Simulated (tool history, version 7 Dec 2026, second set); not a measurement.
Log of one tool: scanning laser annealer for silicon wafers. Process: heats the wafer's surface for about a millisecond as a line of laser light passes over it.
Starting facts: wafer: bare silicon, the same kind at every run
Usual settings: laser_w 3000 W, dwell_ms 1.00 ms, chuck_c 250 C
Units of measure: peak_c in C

run	hour	laser_w	dwell_ms	chuck_c	peak_c
1	0.0	3000	1.00	250	988
2	17.1	3000	0.87	250	933
3	41.8	3000	0.87	250	934
4	57.2	3000	0.87	250	935
5	76.6	3000	0.87	250	933
6	103.7	3000	0.87	250	935
7	119.2	2672	1.00	250	913
8	149.9	2672	1.00	250	912
9	164.2	3000	1.00	250	988
10	183.5	3000	1.00	252	988
11	211.6	3000	1.00	252	990
12	236.4	2911	1.00	258	978
13	260.4	2911	1.00	247	962

Run 14 has not been measured yet. What should we expect?
14	286.4	2911	1.00	247	?

Run 14 produced peak_c 961 C.
On a tool with no hidden condition, and with the same random variation, this run would have come out at peak_c 961 C.

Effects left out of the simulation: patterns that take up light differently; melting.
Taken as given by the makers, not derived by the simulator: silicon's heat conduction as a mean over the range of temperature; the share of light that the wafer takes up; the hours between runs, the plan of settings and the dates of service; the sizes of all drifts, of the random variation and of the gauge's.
